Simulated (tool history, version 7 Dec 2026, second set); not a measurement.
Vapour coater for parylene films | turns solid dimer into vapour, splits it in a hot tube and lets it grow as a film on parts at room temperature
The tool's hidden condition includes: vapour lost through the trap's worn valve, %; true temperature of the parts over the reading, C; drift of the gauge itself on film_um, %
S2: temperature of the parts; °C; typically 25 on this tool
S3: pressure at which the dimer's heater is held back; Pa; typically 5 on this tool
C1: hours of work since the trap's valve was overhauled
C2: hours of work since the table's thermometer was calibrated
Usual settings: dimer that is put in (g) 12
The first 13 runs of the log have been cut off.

run 14 hour=307.5 | dimer_that_is_put_in_(g)=12 S2=25 S3=5 | C1=20 C2=268 | thickness_of_the_film_(µm)=6.04
run 15 hour=323.4 | dimer_that_is_put_in_(g)=12 S2=25 S3=5 | C1=31 C2=279 | thickness_of_the_film_(µm)=6.04
run 16 hour=351.4 | dimer_that_is_put_in_(g)=12 S2=25 S3=5 | C1=50 C2=298 | thickness_of_the_film_(µm)=6.01
run 17 hour=366.5 | dimer_that_is_put_in_(g)=12 S2=25 S3=11.6 | C1=60 C2=308 | thickness_of_the_film_(µm)=5.3
run 18 hour=381.7 | dimer_that_is_put_in_(g)=12 S2=25 S3=11.6 | C1=71 C2=318 | thickness_of_the_film_(µm)=5.38
-- hour=392.5 trap's valve overhauled, once more
run 19 hour=415.8 | dimer_that_is_put_in_(g)=12 S2=25 S3=5 | C1=16 C2=339 | thickness_of_the_film_(µm)=7.34
run 20 hour=430.6 | dimer_that_is_put_in_(g)=12 S2=25 S3=5 | C1=26 C2=349 | thickness_of_the_film_(µm)=7.33
run 21 hour=446.8 | dimer_that_is_put_in_(g)=12 S2=18 S3=4.3 | C1=37 C2=360 | thickness_of_the_film_(µm)=8.31
run 22 hour=472.7 | dimer_that_is_put_in_(g)=12 S2=33 S3=5 | C1=54 C2=377 | thickness_of_the_film_(µm)=6.38

Estimate the outcome of run 23 from the log above:
run 23 hour=497.4 | dimer_that_is_put_in_(g)=12 S2=33 S3=5 | C1=71 C2=394 | thickness_of_the_film_(µm)=?

{"run 23": {"thickness of the film (µm)": 6.43}}
If the tool had no hidden condition, the same run with the same run-to-run variation would have returned thickness of the film (µm) 6.52.

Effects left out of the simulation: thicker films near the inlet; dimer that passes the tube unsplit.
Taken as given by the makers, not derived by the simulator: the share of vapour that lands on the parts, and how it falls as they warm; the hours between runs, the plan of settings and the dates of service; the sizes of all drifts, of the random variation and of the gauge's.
